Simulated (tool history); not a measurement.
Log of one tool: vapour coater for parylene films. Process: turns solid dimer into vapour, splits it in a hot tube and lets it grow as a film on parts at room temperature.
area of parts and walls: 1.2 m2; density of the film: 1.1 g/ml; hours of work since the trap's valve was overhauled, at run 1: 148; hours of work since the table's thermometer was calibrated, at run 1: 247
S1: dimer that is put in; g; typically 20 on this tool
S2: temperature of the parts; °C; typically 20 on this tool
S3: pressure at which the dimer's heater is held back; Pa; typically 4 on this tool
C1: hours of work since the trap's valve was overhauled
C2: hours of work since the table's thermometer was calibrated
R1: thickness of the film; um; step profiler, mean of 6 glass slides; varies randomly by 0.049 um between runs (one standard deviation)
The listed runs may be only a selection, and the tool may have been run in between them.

Run 1, hour 0: usual settings; C1 148; C2 247. Result: R1 6.96 um.
Run 2, hour 27.7: usual settings but S2 17 °C; C1 161; C2 260. Result: R1 7.51 um.
Run 3, hour 48: usual settings but S3 6.2 Pa; C1 171; C2 270. Result: R1 6.32 um.
Run 4, hour 71.5: usual settings but S3 5.88 Pa; C1 182; C2 281. Result: R1 6.3 um.
Run 5, hour 89.1: usual settings but S3 5.88 Pa; C1 191; C2 290. Result: R1 6.31 um.
Run 6, hour 115.2: usual settings but S3 5.88 Pa; C1 204; C2 303. Result: R1 6.26 um.
Run 7, hour 135.1: usual settings; C1 213; C2 312. Result: R1 6.85 um.
At hour 157.2: trap's valve overhauled.
Run 8, hour 169.1: usual settings; C1 6; C2 327. Result: R1 6.6 um.
Run 9, hour 200.6: usual settings; C1 21; C2 342. Result: R1 6.57 um.
Run 10, hour 216.1: usual settings; C1 29; C2 350. Result: R1 6.52 um.
Run 11, hour 243.3: usual settings but S2 31 °C; C1 42; C2 363. Result: R1 5.09 um.
Run 12, hour 274.2: usual settings but S2 31 °C; C1 57; C2 378. Result: R1 5.01 um.
Run 13, hour 291.2: usual settings but S3 7.63 Pa; C1 65; C2 386. Result: R1 5.52 um.
Run 14, hour 304.3: usual settings but S3 7.63 Pa; C1 71; C2 393. Result: R1 5.51 um.
At hour 337.1: trap's valve overhauled, once more.
Run 15, hour 337.1: usual settings but S1 11 g; C1 0; C2 407. Result: R1 4.06 um.
Run 16, hour 363.9: usual settings but S1 11 g; C1 13; C2 420. Result: R1 4 um.
Run 17, hour 393.5: usual settings; C1 27; C2 434. Result: R1 7.31 um.
Run 18, hour 418.7: usual settings; C1 40; C2 446. Result: R1 7.3 um.
Run 19, hour 450.5: usual settings; C1 55; C2 462. Result: R1 7.27 um.
Run 20, hour 470.1: usual settings; C1 65; C2 471. Result: R1 7.18 um.
Run 21, hour 501.6: usual settings but S1 27 g, S2 14 °C, S3 2.92 Pa; C1 80; C2 487. Result: R1 12.02 um.
Run 22, hour 520.7: usual settings but S2 14 °C, S3 3.24 Pa; C1 89; C2 496. Result: R1 8.66 um.
Run 23, hour 535.6: usual settings but S1 35 g, S3 2.23 Pa; C1 96; C2 503. Result: R1 14.3 um.
Run 24, hour 553.6: usual settings but S1 35 g, S3 2.23 Pa; C1 105; C2 512. Result: R1 14.53 um.
Run 25, hour 582.5: usual settings but S1 35 g, S3 2.23 Pa; C1 119; C2 526. Result: R1 14.28 um.
Run 26, hour 600.8: usual settings but S1 9 g, S2 17 °C; C1 128; C2 535. Result: R1 3.4 um.
Run 27, hour 613.9: usual settings but S1 12 g, S2 17 °C, S3 10.56 Pa; C1 134; C2 541. Result: R1 3.61 um.
Run 28, hour 642.1: usual settings but S1 12 g, S2 30 °C, S3 10.56 Pa; C1 148; C2 555. Result: R1 2.64 um.
Run 29, hour 671.2: usual settings but S1 19 g, S2 19 °C, S3 5.22 Pa; C1 162; C2 569. Result: R1 6.38 um.
Run 30, hour 685.5: usual settings but S1 19 g, S2 19 °C, S3 5.22 Pa; C1 169; C2 576. Result: R1 6.34 um.
Run 31, hour 699.9: usual settings but S1 26 g, S2 17 °C, S3 2.36 Pa; C1 176; C2 583. Result: R1 10.98 um.
Run 32, hour 725.5: usual settings but S1 26 g, S2 17 °C, S3 5.98 Pa; C1 189; C2 595. Result: R1 8.81 um.
Run 33, hour 754: usual settings but S1 9 g, S3 10.07 Pa; C1 203; C2 609. Result: R1 2.47 um.
Run 34, hour 779.6: usual settings but S1 9 g, S3 10.07 Pa; C1 215; C2 622. Result: R1 2.51 um.
At hour 799.4: trap's valve overhauled.
Run 35, hour 801.1: usual settings but S1 9 g, S3 10.07 Pa; C1 1; C2 630. Result: R1 2.67 um.
Run 36, hour 822.2: usual settings but S1 9 g, S3 10.07 Pa; C1 11; C2 640. Result: R1 2.65 um.
Run 37, hour 842.2: usual settings but S1 13 g, S2 21 °C, S3 10.07 Pa; C1 21; C2 650. Result: R1 3.73 um.
Run 38, hour 856.7: usual settings but S1 13 g, S2 21 °C, S3 10.07 Pa; C1 28; C2 657. Result: R1 3.72 um.
Run 39, hour 883.2: usual settings but S1 13 g, S2 21 °C, S3 10.07 Pa; C1 41; C2 670. Result: R1 3.68 um.

Some steps in R1, run to run, broken into two amounts with sign: the step expected even without the hidden condition (settings, incoming material, random variation), and the rest, left for the hidden condition together with whatever gauge scatter is not in both the measured and the hidden-condition-free result:
The hidden state here: vapour lost through the trap's worn valve, %; true temperature of the parts over the reading, C; drift of the gauge itself on film_um, %.
Run 14 -> 15: S1 20 -> 11, S3 7.63 -> 4, trap's valve overhauled, once more. R1 -1.45 um: hidden state +0.89, all else -2.34.
Run 22 -> 23: S1 20 -> 35, S2 14 -> 20, S3 3.24 -> 2.23. R1 +5.64 um: hidden state -0.28, all else +5.92.
Run 25 -> 26: S1 35 -> 9, S2 20 -> 17, S3 2.23 -> 4. R1 -10.88 um: hidden state +0.58, all else -11.46.
Run 32 -> 33: S1 26 -> 9, S2 17 -> 20, S3 5.98 -> 10.07. R1 -6.34 um: hidden state +0.5, all else -6.84.
